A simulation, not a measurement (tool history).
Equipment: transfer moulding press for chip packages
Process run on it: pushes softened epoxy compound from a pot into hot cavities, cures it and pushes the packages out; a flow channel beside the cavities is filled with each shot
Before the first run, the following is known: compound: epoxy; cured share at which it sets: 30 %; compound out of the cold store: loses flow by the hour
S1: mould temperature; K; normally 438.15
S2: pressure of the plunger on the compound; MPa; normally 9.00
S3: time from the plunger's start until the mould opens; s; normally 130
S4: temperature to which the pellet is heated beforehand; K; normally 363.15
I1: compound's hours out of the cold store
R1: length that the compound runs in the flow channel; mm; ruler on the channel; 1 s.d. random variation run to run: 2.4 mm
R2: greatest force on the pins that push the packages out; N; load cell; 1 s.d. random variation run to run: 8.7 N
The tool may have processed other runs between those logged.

run	hour	S1	S2	S3	S4	I1	R1	R2
1	0.0	438.15	9.00	130	363.15	23.5	626	472
2	10.6	438.15	9.00	130	363.15	43.0	584	511
3	22.9	438.15	10.72	130	363.15	10.2	723	560
4	34.4	438.15	10.72	130	363.15	41.3	640	564
5	56.7	438.15	10.72	120	363.15	19.4	694	724
# hour 63.7: plunger's sealing rings changed
# hour 68.4: cavities cleaned with cleaning compound and waxed
6	72.7	438.15	10.72	120	363.15	36.5	683	797
7	92.5	438.15	9.00	130	368.15	26.7	650	708
8	112.5	438.15	9.00	130	368.15	26.4	648	762
9	137.5	438.15	9.00	130	367.15	44.3	608	775
# hour 146.3: cavities cleaned with cleaning compound and waxed, once more
10	164.2	438.15	9.00	130	363.15	38.5	620	467
11	175.3	438.15	9.00	130	363.15	35.8	622	530
12	189.7	438.15	9.00	130	363.15	16.1	673	576
13	207.4	438.15	9.00	130	363.15	43.6	600	629
# hour 226.3: cavities cleaned with cleaning compound and waxed
14	234.3	438.15	9.00	130	363.15	12.2	682	453
15	248.4	438.15	9.00	117	363.15	16.3	661	597
16	262.2	443.15	10.98	117	373.15	46.1	650	518
17	283.8	446.15	9.00	130	363.15	28.8	619	517
18	300.8	446.15	9.00	130	363.15	8.3	665	570
# hour 306.4: cavities cleaned with cleaning compound and waxed
19	316.0	444.15	9.00	153	364.15	18.0	650	391
20	330.4	432.15	7.36	166	356.15	38.0	560	503
21	353.0	438.15	7.88	130	363.15	17.9	612	568
22	374.4	438.15	7.88	130	363.15	27.9	593	621
# hour 386.7: cavities cleaned with cleaning compound and waxed
23	386.7	444.15	9.59	166	372.15	15.7	665	342
24	398.5	439.15	9.59	115	372.15	13.1	684	520
25	415.3	430.15	9.59	155	372.15	42.4	636	622
26	440.7	430.15	9.59	155	372.15	33.5	653	699
27	453.6	438.15	7.69	145	363.15	34.2	563	579

Consider 5 possible next runs. They are alternatives, not a sequence: every one starts from the tool as it was left by run 27. What does each give?
# hour 467.7: cavities cleaned with cleaning compound and waxed
A	473.9	438.15	9.00	128	363.15	17.0	?	?
# hour 467.7: cavities cleaned with cleaning compound and waxed
B	473.9	438.15	10.81	119	364.15	42.4	?	?
# hour 467.7: cavities cleaned with cleaning compound and waxed
C	473.9	434.15	7.13	145	363.15	39.1	?	?
# hour 467.7: cavities cleaned with cleaning compound and waxed
D	473.9	438.15	8.25	145	363.15	43.8	?	?
# hour 467.7: cavities cleaned with cleaning compound and waxed
E	473.9	438.15	9.00	113	363.15	42.4	?	?

run	R1	R2
A	659	441
B	653	465
C	544	460
D	566	386
E	597	521
What these runs would have given with no unlogged condition in the tool:
run	R1	R2
A	677	388
B	672	405
C	559	404
D	582	347
E	614	451
